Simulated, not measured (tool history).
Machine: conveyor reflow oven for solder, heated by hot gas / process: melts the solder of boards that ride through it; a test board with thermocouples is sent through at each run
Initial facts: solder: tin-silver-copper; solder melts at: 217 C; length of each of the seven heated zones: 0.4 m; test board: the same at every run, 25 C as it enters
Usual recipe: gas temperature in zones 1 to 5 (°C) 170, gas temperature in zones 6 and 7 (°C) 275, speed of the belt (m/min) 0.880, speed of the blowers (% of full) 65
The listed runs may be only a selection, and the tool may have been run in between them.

| run | hour | gas temperature in zones 1 to 5 (°C) | gas temperature in zones 6 and 7 (°C) | speed of the belt (m/min) | speed of the blowers (% of full) | highest temperature of the board (°C) | time above the solder's melting point (s) |
|---|---|---|---|---|---|---|---|
| 1 | 0.0 | 170 | 275 | 0.880 | 65 | 252.4 | 38.7 |
| 2 | 9.2 | 170 | 275 | 0.880 | 65 | 253.0 | 38.8 |
| 3 | 20.1 | 170 | 275 | 0.880 | 65 | 252.5 | 38.3 |
| 4 | 24.8 | 170 | 275 | 0.880 | 65 | 252.2 | 39.0 |
| 5 | 34.8 | 170 | 266 | 0.880 | 65 | 245.2 | 35.5 |
| 6 | 44.7 | 170 | 266 | 0.880 | 63 | 244.7 | 34.3 |
| 7 | 49.2 | 170 | 266 | 0.880 | 63 | 244.8 | 34.7 |
| 8 | 58.6 | 170 | 275 | 0.797 | 65 | 257.0 | 46.2 |
| 9 | 66.1 | 170 | 275 | 0.797 | 65 | 256.3 | 46.7 |
| 10 | 77.1 | 170 | 275 | 0.797 | 65 | 257.0 | 45.9 |
| 11 | 83.9 | 170 | 275 | 0.880 | 65 | 252.1 | 38.9 |
| 12 | 89.8 | 170 | 275 | 0.880 | 65 | 252.7 | 39.7 |
| 13 | 95.7 | 170 | 275 | 0.880 | 65 | 252.7 | 39.6 |
| 14 | 105.9 | 170 | 275 | 0.880 | 65 | 252.2 | 37.7 |
|  | 111.7 | flux residue cleaned out of gas plates and filters |
| 15 | 121.9 | 170 | 275 | 0.880 | 58 | 250.0 | 37.5 |
| 16 | 129.0 | 170 | 286 | 0.880 | 58 | 259.0 | 42.2 |
| 17 | 137.8 | 155 | 273 | 0.751 | 77 | 255.1 | 44.3 |
| 18 | 147.8 | 172 | 275 | 0.880 | 84 | 255.3 | 42.0 |
| 19 | 153.9 | 178 | 275 | 1.049 | 65 | 246.2 | 30.1 |
| 20 | 159.4 | 178 | 275 | 1.049 | 65 | 245.7 | 30.1 |
| 21 | 164.9 | 168 | 267 | 0.741 | 65 | 251.2 | 46.1 |
|  | 178.3 | flux residue cleaned out of gas plates and filters, once more |
| 22 | 180.2 | 159 | 269 | 0.716 | 62 | 253.6 | 47.4 |
| 23 | 185.0 | 170 | 275 | 0.934 | 65 | 251.9 | 36.6 |
| 24 | 190.8 | 183 | 275 | 0.880 | 65 | 256.4 | 43.9 |
| 25 | 200.1 | 174 | 281 | 0.942 | 88 | 260.9 | 41.6 |
| 26 | 209.0 | 160 | 278 | 0.944 | 63 | 250.0 | 33.0 |
| 27 | 218.3 | 171 | 265 | 1.035 | 51 | 233.9 | 20.9 |
| 28 | 223.0 | 166 | 287 | 0.899 | 89 | 267.0 | 44.2 |
| 29 | 227.6 | 166 | 287 | 0.899 | 89 | 265.6 | 44.1 |
| 30 | 236.8 | 168 | 275 | 0.880 | 65 | 253.5 | 39.2 |
| 31 | 241.5 | 168 | 275 | 0.880 | 65 | 252.6 | 39.8 |

Same runs, no hidden state in the tool, same run-to-run variation:
Hidden state at play: heat that the gas passes to the board, % of a clean oven's; belt's true speed, % of the reading; true gas temperature in zones 6 and 7 over the reading, C; drift of the gauge itself on peak_c, C; drift of the gauge itself on liquid_s, %.
| run | highest temperature of the board (°C) | time above the solder's melting point (s) |
|---|---|---|
| 1 | 252.6 | 38.8 |
| 2 | 253.3 | 38.9 |
| 3 | 252.8 | 38.5 |
| 4 | 252.6 | 39.2 |
| 5 | 245.6 | 35.8 |
| 6 | 245.1 | 34.6 |
| 7 | 245.2 | 35.0 |
| 8 | 257.4 | 46.4 |
| 9 | 256.8 | 46.9 |
| 10 | 257.5 | 46.2 |
| 11 | 252.8 | 39.3 |
| 12 | 253.4 | 40.1 |
| 13 | 253.5 | 40.0 |
| 14 | 253.0 | 38.1 |
| 15 | 251.3 | 38.4 |
| 16 | 260.5 | 42.9 |
| 17 | 256.5 | 45.2 |
| 18 | 256.8 | 42.8 |
| 19 | 248.0 | 31.3 |
| 20 | 247.6 | 31.3 |
| 21 | 252.3 | 47.0 |
| 22 | 252.9 | 46.8 |
| 23 | 251.3 | 36.1 |
| 24 | 255.8 | 43.5 |
| 25 | 260.4 | 41.2 |
| 26 | 249.5 | 32.6 |
| 27 | 233.5 | 20.5 |
| 28 | 266.6 | 43.9 |
| 29 | 265.2 | 43.8 |
| 30 | 253.1 | 38.8 |
| 31 | 252.3 | 39.5 |
